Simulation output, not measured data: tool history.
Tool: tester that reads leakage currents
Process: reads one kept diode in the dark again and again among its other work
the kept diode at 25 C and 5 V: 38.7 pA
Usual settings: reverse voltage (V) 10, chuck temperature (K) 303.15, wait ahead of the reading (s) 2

run,hour,reverse voltage (V),chuck temperature (K),wait ahead of the reading (s),current that the tester gives (pA)
1,0,10,303.15,2,88.31
2,78.7,10,303.15,2,88.61
3,146.5,10,308.15,2,123.85
4,211.6,10,308.15,2,123.96
5,260.7,10,308.15,2,124.69
6,340.5,10,295.15,2,53.95
7,436.1,10,295.15,2,54.93
8,522.1,10,295.15,2,55.7
9,586.6,10,295.15,2,55.95
10,643.3,10,295.15,2,56.15
11,725.4,10,295.15,2,56.82
12,793.6,10,295.15,2,57.07
# hour 803: probe card cleaned and baked
# hour 863.3: chuck's temperature calibrated
13,889.7,10,304.15,2,94.46
14,978.5,10,304.15,2,95.46
15,1075.4,10,304.15,2,95.89
16,1137.4,10,304.15,2,95.89
# hour 1164.9: probe card cleaned and baked, once more
17,1207.4,10,303.15,2,77.38
18,1261.3,10,303.15,2,77.87
19,1344.6,10,303.15,2,78.49
20,1433.6,10,303.15,2,79.52
21,1475.2,10,303.15,1.58,79.67
22,1571.3,8.4,303.15,0.36,75.94
23,1654.5,2.3,311.15,2,72.39
24,1710.3,2.3,311.15,2,73.17
25,1761.4,2.3,311.15,2.71,73.67
26,1816.1,20,303.15,2,112.71
# hour 1837.6: tester calibrated
27,1915.2,11,303.15,0.54,86.28
28,1980.8,11,303.15,0.54,87.7
29,2060.2,4.4,304.15,2.22,61.94
30,2152.4,8.7,299.15,2,60.03
31,2235.4,4.5,316.15,3.61,139.3
32,2300.8,13,315.15,0.35,212.24
33,2342.8,3.1,303.15,1.59,50.7
34,2388.8,7.4,297.15,0.32,51.2
35,2466.3,7.4,297.15,0.32,51.88
36,2516.3,10,303.15,0.9,88.08
37,2557.9,6.1,303.15,0.9,69.79
38,2630.6,6.1,303.15,0.9,70.74
39,2700.9,5.6,297.15,0.31,46.16
40,2765.4,5.6,307.15,4.6,89.08

Hidden state or all else? Some run-to-run changes of current that the tester gives (pA), split into what the settings, what came in and random variation would give without the hidden state, and what is left for the hidden state (with any gauge scatter that isn't in both results):
The hidden state here: stray current of the dirty probe card, pA a volt; current scale over the true one, %; true chuck temperature over the reading, C; drift of the gauge itself on leakage_pa, %.
Run 16 -> 17: chuck temperature (K) 304.15 -> 303.15, probe card cleaned and baked, once more. current that the tester gives (pA) -18.51: hidden state -13.77, all else -4.74.
Run 30 -> 31: reverse voltage (V) 8.7 -> 4.5, chuck temperature (K) 299.15 -> 316.15, wait ahead of the reading (s) 2 -> 3.61. current that the tester gives (pA) +79.27: hidden state +4.21, all else +75.06.
Run 31 -> 32: reverse voltage (V) 4.5 -> 13, chuck temperature (K) 316.15 -> 315.15, wait ahead of the reading (s) 3.61 -> 0.35. current that the tester gives (pA) +72.94: hidden state +8.7, all else +64.24.
Run 32 -> 33: reverse voltage (V) 13 -> 3.1, chuck temperature (K) 315.15 -> 303.15, wait ahead of the reading (s) 0.35 -> 1.59. current that the tester gives (pA) -161.54: hidden state -14.65, all else -146.89.
